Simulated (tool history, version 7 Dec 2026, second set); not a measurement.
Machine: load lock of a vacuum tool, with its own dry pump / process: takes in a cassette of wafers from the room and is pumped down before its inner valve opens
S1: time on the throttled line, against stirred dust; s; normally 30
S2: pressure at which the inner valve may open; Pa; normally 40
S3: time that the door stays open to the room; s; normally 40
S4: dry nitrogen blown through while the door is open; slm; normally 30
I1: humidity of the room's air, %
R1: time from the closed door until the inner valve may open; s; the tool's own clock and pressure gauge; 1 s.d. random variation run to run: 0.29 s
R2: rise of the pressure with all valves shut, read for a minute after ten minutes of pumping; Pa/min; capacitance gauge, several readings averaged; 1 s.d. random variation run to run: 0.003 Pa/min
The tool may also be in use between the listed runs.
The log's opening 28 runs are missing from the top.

run,day,S1,S2,S3,S4,I1,R1,R2
29,471.900,49,30,141,39,44.9,61.5,0.424
30,493.012,37,40,187,30,44.6,50.1,0.487
31,508.800,37,72,50,30,44.2,48.8,0.503
32,519.862,57,72,50,13,46.0,67.1,0.542
# day 524.017: door's seal changed, seat wiped
33,533.529,59,40,94,30,44.4,70.0,0.054
34,549.612,59,44,40,29,46.7,69.5,0.055
35,569.575,59,44,40,29,46.1,70.2,0.057
36,582.129,53,40,87,6,47.0,65.0,0.124

Each row is a separate what-if for the run after 36, all from the same tool condition, not one after another. Results?
A,595.967,30,40,29,30,42.5,?,?
B,595.967,30,40,91,30,43.6,?,?
C,595.967,55,31,40,7,45.5,?,?

run,R1,R2
A,44.6,0.069
B,45.5,0.082
C,67.5,0.106
With the hidden condition removed and each run's random variation left untouched, the same runs would have given:
run,R1,R2
A,42.8,0.035
B,43.7,0.047
C,65.9,0.072

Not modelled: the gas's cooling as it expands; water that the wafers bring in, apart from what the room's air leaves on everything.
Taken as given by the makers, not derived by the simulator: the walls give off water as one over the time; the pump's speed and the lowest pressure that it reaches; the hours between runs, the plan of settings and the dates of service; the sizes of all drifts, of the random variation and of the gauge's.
